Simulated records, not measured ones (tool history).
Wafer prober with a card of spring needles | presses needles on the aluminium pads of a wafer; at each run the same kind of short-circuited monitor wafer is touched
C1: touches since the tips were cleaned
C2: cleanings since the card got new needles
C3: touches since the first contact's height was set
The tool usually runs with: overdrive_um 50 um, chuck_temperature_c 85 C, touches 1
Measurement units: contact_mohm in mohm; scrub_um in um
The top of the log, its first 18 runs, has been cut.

At hour 203.7: tips cleaned on abrasive film.
Run 19, hour 213.7: usual settings but overdrive_um 60 um, chuck_temperature_c 40 C, touches 2; C1 3702; C2 47; C3 100330. Result: contact_mohm 217 mohm, scrub_um 13.39 um.
At hour 219.4: tips cleaned on abrasive film.
Run 20, hour 226.0: usual settings but overdrive_um 53 um, chuck_temperature_c 67 C; C1 2446; C2 48; C3 104872. Result: contact_mohm 248 mohm, scrub_um 11.73 um.
At hour 234.5: tips cleaned on abrasive film.
Run 21, hour 239.6: usual settings but overdrive_um 47 um, chuck_temperature_c 122 C, touches 3; C1 1889; C2 49; C3 109893. Result: contact_mohm 215 mohm, scrub_um 10.29 um.
At hour 250.3: tips cleaned on abrasive film.
Run 22, hour 251.9: usual settings but overdrive_um 47 um, chuck_temperature_c 122 C, touches 3; C1 583; C2 50; C3 114446. Result: contact_mohm 209 mohm, scrub_um 10.35 um.
Run 23, hour 261.3: usual settings but overdrive_um 57 um; C1 4064; C2 50; C3 117927. Result: contact_mohm 265 mohm, scrub_um 12.71 um.
At hour 265.8: tips cleaned on abrasive film.
Run 24, hour 273.9: usual settings but overdrive_um 61 um, chuck_temperature_c 37 C; C1 2998; C2 51; C3 122586. Result: contact_mohm 233 mohm, scrub_um 13.67 um.
Run 25, hour 280.3: usual settings but touches 2; C1 5398; C2 51; C3 124986. Result: contact_mohm 254 mohm, scrub_um 10.98 um.
At hour 281.8: tips cleaned on abrasive film.
Run 26, hour 295.9: usual settings but overdrive_um 31 um, chuck_temperature_c 97 C; C1 5248; C2 52; C3 130745. Result: contact_mohm 472 mohm, scrub_um 6.67 um.
At hour 297.0: tips cleaned on abrasive film.
Run 27, hour 306.2: usual settings but overdrive_um 31 um, chuck_temperature_c 97 C; C1 3397; C2 53; C3 134532. Result: contact_mohm 423 mohm, scrub_um 6.67 um.
At hour 312.9: tips cleaned on abrasive film.
Run 28, hour 313.8: usual settings but overdrive_um 35 um, chuck_temperature_c 95 C; C1 322; C2 54; C3 137321. Result: contact_mohm 239 mohm, scrub_um 7.57 um.
Run 29, hour 324.0: usual settings but chuck_temperature_c 109 C; C1 4143; C2 54; C3 141142. Result: contact_mohm 285 mohm, scrub_um 10.76 um.
At hour 328.8: tips cleaned on abrasive film.
Run 30, hour 335.6: usual settings but overdrive_um 52 um, chuck_temperature_c 32 C, touches 2; C1 2539; C2 55; C3 145417. Result: contact_mohm 221 mohm, scrub_um 11.34 um.
At hour 344.1: tips cleaned on abrasive film.
Run 31, hour 349.7: usual settings but overdrive_um 52 um, chuck_temperature_c 32 C, touches 2; C1 2106; C2 56; C3 150639. Result: contact_mohm 218 mohm, scrub_um 11.43 um.
At hour 360.0: tips cleaned on abrasive film.
Run 32, hour 361.3: usual settings but overdrive_um 48 um, chuck_temperature_c 32 C, touches 2; C1 477; C2 57; C3 154910. Result: contact_mohm 195 mohm, scrub_um 10.53 um.
At hour 375.8: tips cleaned on abrasive film.
Run 33, hour 376.0: usual settings but overdrive_um 35 um, chuck_temperature_c 70 C; C1 96; C2 58; C3 160346. Result: contact_mohm 216 mohm, scrub_um 7.43 um.

Below are 5 alternative next runs, each starting from the tool's condition after run 33. Predict each:
Run A, hour 383.0: usual settings but chuck_temperature_c 92 C; C1 2710; C2 58; C3 162960. Result: contact_mohm ?, scrub_um ?.
Run B, hour 383.0: usual settings but overdrive_um 51 um, chuck_temperature_c 70 C, touches 3; C1 2710; C2 58; C3 162960. Result: contact_mohm ?, scrub_um ?.
Run C, hour 383.0: usual settings but overdrive_um 60 um; C1 2710; C2 58; C3 162960. Result: contact_mohm ?, scrub_um ?.
Run D, hour 383.0: usual settings but overdrive_um 60 um, chuck_temperature_c 56 C; C1 2710; C2 58; C3 162960. Result: contact_mohm ?, scrub_um ?.
Run E, hour 383.0: usual settings but overdrive_um 59 um, chuck_temperature_c 90 C; C1 2710; C2 58; C3 162960. Result: contact_mohm ?, scrub_um ?.

run  contact_mohm  scrub_um
  A           268     10.93
  B           211     11.07
  C           242     13.01
  D           235     13.15
  E           240     13.20
What these runs would have given with no unlogged condition in the tool:
run  contact_mohm  scrub_um
  A           188     11.58
  B           181     11.71
  C           184     13.65
  D           176     13.80
  E           182     13.86

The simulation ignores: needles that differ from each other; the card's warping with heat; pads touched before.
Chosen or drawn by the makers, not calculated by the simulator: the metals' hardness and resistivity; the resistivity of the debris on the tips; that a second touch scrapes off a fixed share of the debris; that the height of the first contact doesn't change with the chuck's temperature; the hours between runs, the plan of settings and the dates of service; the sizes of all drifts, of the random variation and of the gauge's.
